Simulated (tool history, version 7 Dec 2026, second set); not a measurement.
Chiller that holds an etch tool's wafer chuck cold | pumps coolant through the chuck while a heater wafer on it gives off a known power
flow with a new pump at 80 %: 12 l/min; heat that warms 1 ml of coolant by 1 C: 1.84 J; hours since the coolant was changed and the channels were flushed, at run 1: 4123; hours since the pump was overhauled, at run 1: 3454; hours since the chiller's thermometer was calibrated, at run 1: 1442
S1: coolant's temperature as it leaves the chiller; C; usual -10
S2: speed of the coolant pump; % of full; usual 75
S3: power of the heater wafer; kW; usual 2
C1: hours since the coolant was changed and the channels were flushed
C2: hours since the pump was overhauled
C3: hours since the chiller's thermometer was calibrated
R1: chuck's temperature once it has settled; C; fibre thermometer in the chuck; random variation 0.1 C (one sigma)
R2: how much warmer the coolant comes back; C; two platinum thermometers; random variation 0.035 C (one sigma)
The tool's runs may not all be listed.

Run 1, hour 0: usual settings; C1 4123; C2 3454; C3 1442. Result: R1 2.6 C, R2 5.77 C.
Run 2, hour 82.4: usual settings; C1 4205; C2 3536; C3 1525. Result: R1 2.5 C, R2 5.8 C.
Run 3, hour 259.8: usual settings; C1 4382; C2 3713; C3 1702. Result: R1 2.6 C, R2 5.8 C.
Run 4, hour 417.3: usual settings; C1 4540; C2 3871; C3 1860. Result: R1 2.7 C, R2 5.82 C.
Run 5, hour 500.6: usual settings; C1 4623; C2 3954; C3 1943. Result: R1 2.8 C, R2 5.86 C.
Run 6, hour 674.5: usual settings; C1 4797; C2 4128; C3 2117. Result: R1 2.9 C, R2 5.77 C.
Run 7, hour 802: usual settings but S2 83 % of full; C1 4924; C2 4256; C3 2244. Result: R1 1.8 C, R2 5.27 C.

Run 8 comes next. What will it give?
Run 8, hour 970.5: usual settings but S2 60 % of full, S3 1.583 kW; C1 5093; C2 4424; C3 2413. Result: R1 ?, R2 ?.

R1: 1.6 C
R2: 5.78 C
Without the tool's hidden state the same run would have given R1 1.6 C, R2 5.77 C.

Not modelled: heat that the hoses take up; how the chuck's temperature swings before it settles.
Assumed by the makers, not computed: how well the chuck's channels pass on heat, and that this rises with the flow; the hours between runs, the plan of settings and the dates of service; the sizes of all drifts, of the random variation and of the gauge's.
